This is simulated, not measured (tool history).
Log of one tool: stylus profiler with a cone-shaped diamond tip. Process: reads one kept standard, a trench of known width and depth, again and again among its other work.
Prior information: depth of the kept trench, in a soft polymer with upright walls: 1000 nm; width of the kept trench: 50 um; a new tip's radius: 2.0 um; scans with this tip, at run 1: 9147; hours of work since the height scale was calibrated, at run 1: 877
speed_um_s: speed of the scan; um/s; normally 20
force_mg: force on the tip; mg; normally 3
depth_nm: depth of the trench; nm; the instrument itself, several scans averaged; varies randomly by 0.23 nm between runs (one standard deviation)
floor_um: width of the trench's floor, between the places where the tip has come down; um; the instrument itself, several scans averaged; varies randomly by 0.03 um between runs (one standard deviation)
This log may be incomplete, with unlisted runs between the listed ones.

run,hour,speed_um_s,force_mg,scans with this tip,hours of work since the height scale was calibrated,depth_nm,floor_um
1,0,20,3,9147,877,1015.83,43.68
2,10.3,20,3,9204,882,1015.67,43.62
3,17.4,20,2.71,9243,886,1014.52,43.68
4,24.8,20,2.5,9284,890,1013.95,43.6
5,32.8,20,2.5,9328,894,1013.92,43.62
6,47.7,20,3,9410,902,1015.74,43.54
7,60.6,8,3,9481,909,1015.67,43.6
8,76.3,8,3,9567,917,1015.69,43.6
9,89.1,8,3,9638,924,1015.36,43.55
# hour 90.4: height scale calibrated on a step standard
10,99.5,8,3,9692,5,1014.89,43.53
11,111.8,18,6.41,9760,11,1026.23,43.53
12,120.7,17,3.34,9809,16,1016.9,43.43
13,130.7,5,3.24,9865,21,1016.25,43.5
14,140.3,72,3,9917,26,1015.61,43.34
15,155.5,66,6.14,10001,34,1025.83,43.37
# hour 161.4: height scale calibrated on a step standard, once more
16,164,11,3.42,10045,1,1017.89,43.47

Hidden state at the last listed run before each entry between runs and at the first one after, where it differs:
Run 9 -> run 10: height scale calibrated on a step standard (hour 90.4)
  radius of the tip, um: 5.65 -> 5.67; height scale over the true one, %: -0.083 -> -0.115
  what was measured, less what the result would be without the hidden state, depth_nm: -0.84 -> -1.16 nm; floor_um: -2.96 -> -2.96 um
Run 15 -> run 16: height scale calibrated on a step standard, once more (hour 161.4)
  radius of the tip, um: 5.78 -> 5.8; height scale over the true one, %: -0.119 -> -0.024
  what was measured, less what the result would be without the hidden state, depth_nm: -1.22 -> -0.24 nm; floor_um: -3.04 -> -3.05 um
